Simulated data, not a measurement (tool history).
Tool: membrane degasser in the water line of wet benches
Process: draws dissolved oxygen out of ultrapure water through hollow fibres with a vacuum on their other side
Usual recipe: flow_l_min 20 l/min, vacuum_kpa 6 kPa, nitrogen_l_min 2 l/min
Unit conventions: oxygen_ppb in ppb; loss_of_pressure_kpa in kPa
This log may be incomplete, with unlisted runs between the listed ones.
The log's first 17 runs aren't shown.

run 18 hour=895.6 | flow_l_min=17 vacuum_kpa=6 nitrogen_l_min=2 | oxygen_ppb=65.9 loss_of_pressure_kpa=52.29
run 19 hour=926.7 | flow_l_min=17 vacuum_kpa=10.53 nitrogen_l_min=2 | oxygen_ppb=153.1 loss_of_pressure_kpa=52.39
run 20 hour=959.8 | flow_l_min=13 vacuum_kpa=4.01 nitrogen_l_min=2 | oxygen_ppb=16.4 loss_of_pressure_kpa=40.06
run 21 hour=1020.8 | flow_l_min=13 vacuum_kpa=14.61 nitrogen_l_min=4.6 | oxygen_ppb=82.4 loss_of_pressure_kpa=39.99
run 22 hour=1053.2 | flow_l_min=14 vacuum_kpa=8.76 nitrogen_l_min=1.91 | oxygen_ppb=100.1 loss_of_pressure_kpa=43.22
run 23 hour=1126.3 | flow_l_min=14 vacuum_kpa=8.76 nitrogen_l_min=1.91 | oxygen_ppb=101.6 loss_of_pressure_kpa=42.98
run 24 hour=1158.2 | flow_l_min=14 vacuum_kpa=8.76 nitrogen_l_min=1.91 | oxygen_ppb=100.5 loss_of_pressure_kpa=43.32
run 25 hour=1200.7 | flow_l_min=20 vacuum_kpa=4.59 nitrogen_l_min=1.38 | oxygen_ppb=67.1 loss_of_pressure_kpa=61.55
run 26 hour=1241.5 | flow_l_min=20 vacuum_kpa=6 nitrogen_l_min=4.17 | oxygen_ppb=52.4 loss_of_pressure_kpa=61.92
run 27 hour=1291.9 | flow_l_min=13 vacuum_kpa=6 nitrogen_l_min=4.74 | oxygen_ppb=21.2 loss_of_pressure_kpa=40.27
run 28 hour=1342.3 | flow_l_min=16 vacuum_kpa=7.69 nitrogen_l_min=3.11 | oxygen_ppb=62.2 loss_of_pressure_kpa=49.67
run 29 hour=1416.7 | flow_l_min=16 vacuum_kpa=7.69 nitrogen_l_min=3.11 | oxygen_ppb=63.4 loss_of_pressure_kpa=49.33
run 30 hour=1480.6 | flow_l_min=20 vacuum_kpa=4.54 nitrogen_l_min=2.52 | oxygen_ppb=43.9 loss_of_pressure_kpa=61.5

Branching from run 30: 5 alternative next runs. What would each branch give?
run A hour=1538.9 | flow_l_min=26 vacuum_kpa=4.55 nitrogen_l_min=1.37 | oxygen_ppb=? loss_of_pressure_kpa=?
run B hour=1538.9 | flow_l_min=20 vacuum_kpa=6 nitrogen_l_min=2.97 | oxygen_ppb=? loss_of_pressure_kpa=?
run C hour=1538.9 | flow_l_min=23 vacuum_kpa=6.72 nitrogen_l_min=1.83 | oxygen_ppb=? loss_of_pressure_kpa=?
run D hour=1538.9 | flow_l_min=16 vacuum_kpa=6 nitrogen_l_min=2 | oxygen_ppb=? loss_of_pressure_kpa=?
run E hour=1538.9 | flow_l_min=20 vacuum_kpa=4.54 nitrogen_l_min=4.75 | oxygen_ppb=? loss_of_pressure_kpa=?

run=A oxygen_ppb=118.1 loss_of_pressure_kpa=80.34
run=B oxygen_ppb=66.2 loss_of_pressure_kpa=61.76
run=C oxygen_ppb=139.9 loss_of_pressure_kpa=71.1
run=D oxygen_ppb=61.4 loss_of_pressure_kpa=49.38
run=E oxygen_ppb=33.4 loss_of_pressure_kpa=61.93
With the hidden condition removed and each run's random variation left untouched, the same runs would have given:
run=A oxygen_ppb=109 loss_of_pressure_kpa=79.06
run=B oxygen_ppb=62.6 loss_of_pressure_kpa=60.77
run=C oxygen_ppb=133.7 loss_of_pressure_kpa=69.96
run=D oxygen_ppb=58.5 loss_of_pressure_kpa=48.59
run=E oxygen_ppb=30.5 loss_of_pressure_kpa=60.94
